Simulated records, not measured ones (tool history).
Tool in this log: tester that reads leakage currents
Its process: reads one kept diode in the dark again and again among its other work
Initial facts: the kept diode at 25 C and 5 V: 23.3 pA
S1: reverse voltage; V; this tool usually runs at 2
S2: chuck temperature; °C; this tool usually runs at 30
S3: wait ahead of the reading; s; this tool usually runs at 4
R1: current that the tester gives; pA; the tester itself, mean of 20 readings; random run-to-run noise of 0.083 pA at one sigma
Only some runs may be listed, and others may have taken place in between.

run	day	S1	S2	S3	R1
1	0	2	30	4	22.95
2	0.858	2	30	2.72	22.93
3	1.617	2	30	2.72	23.12
4	2.412	2	30	2.72	23.18
5	4.004	19.03	30	2.72	72.94
6	5.246	19.03	30	2.72	73.21
7	6.567	19.03	30	2.72	73.54
8	7.962	19.03	30	2.72	73.64
9	8.675	19.03	30	2.72	74.18
10	10.208	2	30	0.34	23.7
11	11.579	2	30	0.39	23.83
12	12.3	2	30	0.39	23.86
13	13.579	2	46	4	74.9
14	14.717	2	45	4	70.25
15	15.762	2	45	4	70.03
16	16.646	2	45	4	70.39
17	18.088	12.74	45	4	176.27
18	18.858	12.74	45	4	176.43
19	19.75	12.74	45	4	176.49
20	21.221	2	30	4	23.6
21	21.983	2	30	4	23.6
22	22.712	8.12	26	4	36.16
23	23.396	8.12	26	4	36.67
24	24.633	2.7	27	4	22.11
25	25.921	2.7	51	4	123.38
26	27.129	15.07	36	1.77	104.21
27	28.725	15.07	43	1.66	169.75
28	29.862	15.07	43	1.66	169.57
29	31.246	15.07	43	1.66	170.62
30	32.679	2	30	0.82	24.3
31	33.842	2	30	0.82	24.33
32	35.333	2	54	0.82	131.72
33	36.129	2	54	0.93	131.52
34	37.129	2	54	0.93	131.65
35	38.15	19.97	30	1.95	81.88
36	39.562	14.17	30	4	67.92
37	41.246	4.4	38	2.5	65.41
38	42.308	14.51	30	0.44	71.49
39	43.833	10.67	57	4.87	367.73
40	45.121	15.69	30	4.85	72.46
41	46.158	15.69	26	4.85	55.24

Here are 3 independent what-if runs from the current tool condition. What would each one return?
A	47.304	1.2	30	0.87	?
B	47.304	2	30	0.58	?
C	47.304	3.52	27	4.85	?

run	R1
A	18.93
B	24.76
C	26.5
Without the tool's unlogged condition, the same runs would have read:
run	R1
A	17.29
B	22.43
C	23.27

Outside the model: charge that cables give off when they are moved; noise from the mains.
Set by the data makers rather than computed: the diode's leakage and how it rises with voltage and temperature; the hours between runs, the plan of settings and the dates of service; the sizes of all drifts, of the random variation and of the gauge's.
